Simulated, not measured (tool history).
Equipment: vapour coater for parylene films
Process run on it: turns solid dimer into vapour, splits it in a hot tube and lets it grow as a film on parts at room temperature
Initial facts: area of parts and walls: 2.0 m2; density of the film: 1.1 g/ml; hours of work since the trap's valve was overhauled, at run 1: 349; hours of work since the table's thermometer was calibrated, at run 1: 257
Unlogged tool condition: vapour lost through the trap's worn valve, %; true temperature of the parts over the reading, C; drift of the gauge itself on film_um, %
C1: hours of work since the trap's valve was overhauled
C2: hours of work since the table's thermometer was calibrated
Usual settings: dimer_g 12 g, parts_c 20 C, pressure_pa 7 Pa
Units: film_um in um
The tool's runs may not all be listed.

run 1 hour=0 | dimer_g=12 parts_c=20 pressure_pa=7 | C1=349 C2=257 | film_um=3.81
run 2 hour=12 | dimer_g=12 parts_c=14 pressure_pa=7 | C1=356 C2=263 | film_um=4.31
run 3 hour=34 | dimer_g=12 parts_c=14 pressure_pa=7 | C1=368 C2=276 | film_um=4.21
run 4 hour=45.9 | dimer_g=12 parts_c=20 pressure_pa=2.23 | C1=375 C2=282 | film_um=4.11
run 5 hour=59.5 | dimer_g=12 parts_c=20 pressure_pa=7 | C1=383 C2=290 | film_um=3.79
run 6 hour=84 | dimer_g=7 parts_c=20 pressure_pa=7 | C1=396 C2=303 | film_um=2.2
run 7 hour=101.4 | dimer_g=12 parts_c=20 pressure_pa=7 | C1=406 C2=313 | film_um=3.84
run 8 hour=126.3 | dimer_g=12 parts_c=17 pressure_pa=7 | C1=420 C2=327 | film_um=4.07
run 9 hour=145.5 | dimer_g=12 parts_c=17 pressure_pa=7 | C1=431 C2=338 | film_um=4.08

Forecast run 10:
run 10 hour=170.1 | dimer_g=12 parts_c=17 pressure_pa=7 | C1=444 C2=351 | film_um=?

Run 10 came out at film_um 4.04 um.
With no hidden state in the tool, this same run would have given film_um 4.06 um.
